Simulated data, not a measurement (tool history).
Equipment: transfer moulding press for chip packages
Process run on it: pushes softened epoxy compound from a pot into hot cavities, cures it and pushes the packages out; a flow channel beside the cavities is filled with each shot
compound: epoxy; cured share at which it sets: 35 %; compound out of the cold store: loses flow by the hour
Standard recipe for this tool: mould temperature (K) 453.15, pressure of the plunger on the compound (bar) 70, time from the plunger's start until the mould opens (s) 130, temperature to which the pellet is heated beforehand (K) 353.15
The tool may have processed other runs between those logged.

run,hour,mould temperature (K),pressure of the plunger on the compound (bar),time from the plunger's start until the mould opens (s),temperature to which the pellet is heated beforehand (K),incoming compound's hours out of the cold store,length that the compound runs in the flow channel (mm),greatest force on the pins that push the packages out (N)
1,0,453.15,70,130,353.15,9.9,880,611
2,21.9,453.15,70,140,353.15,44.7,752,574
# hour 25.5: cavities cleaned with cleaning compound and waxed
3,43.7,453.15,70,140,353.15,41.6,767,677
4,65.5,453.15,70,140,353.15,24,822,683
# hour 85.7: cavities cleaned with cleaning compound and waxed
5,91.3,453.15,70,140,353.15,34.7,781,347
# hour 106.5: cavities cleaned with cleaning compound and waxed, once more
6,110.3,455.15,70,130,353.15,12.4,838,361
7,126,455.15,70,130,353.15,33.9,784,455
8,136,455.15,70,130,353.15,39.1,762,490
9,153.7,455.15,70,130,353.15,28.6,797,556
# hour 166.6: cavities cleaned with cleaning compound and waxed
10,170.1,455.15,70,130,353.15,42.1,745,369
11,193.2,455.15,70,130,353.15,21.2,803,499
12,215.1,455.15,70,130,353.15,37.3,764,568
# hour 227.7: cavities cleaned with cleaning compound and waxed
13,229.4,455.15,70,130,353.15,28,787,345
# hour 238.5: plunger's sealing rings changed
14,254.8,455.15,70,121,353.15,16.1,882,560
15,269.7,460.15,52.2,115,353.15,41.2,676,552
16,280.3,460.15,52.2,115,353.15,21,722,589
# hour 290.7: cavities cleaned with cleaning compound and waxed
17,302.6,460.15,52.2,115,353.15,45.2,656,407
18,313.2,459.15,70,130,345.15,47.4,757,435
19,337.1,459.15,82.5,131,348.15,37,866,531
# hour 350.8: cavities cleaned with cleaning compound and waxed
20,356.8,459.15,82.5,131,348.15,15.8,934,335
21,377.5,459.15,82.5,131,348.15,30,879,442
22,388.1,453.15,86.7,130,353.15,37.1,890,576
# hour 410.8: cavities cleaned with cleaning compound and waxed
23,410.8,453.15,86.7,141,352.15,37.8,879,338
24,430.6,459.15,86.7,141,343.15,9.4,985,425
25,451.9,450.15,70,130,353.15,10.1,906,766
26,467.9,457.15,52.9,130,345.15,25.6,712,612
# hour 471.6: cavities cleaned with cleaning compound and waxed
27,490.9,453.15,70,118,353.15,46.2,764,564
28,514.4,453.15,70,168,348.15,22.4,851,503

Alternative continuations, all from the tool just after run 28; predict every row:
A,526.1,458.15,86.9,168,348.15,39.5,?,?
B,526.1,453.15,70,130,357.15,40,?,?
C,526.1,453.15,70,130,351.15,35.6,?,?

run,length that the compound runs in the flow channel (mm),greatest force on the pins that push the packages out (N)
A,861,530
B,787,660
C,788,650
Without the tool's hidden state the same runs would have given:
run,length that the compound runs in the flow channel (mm),greatest force on the pins that push the packages out (N)
A,878,276
B,801,331
C,802,321
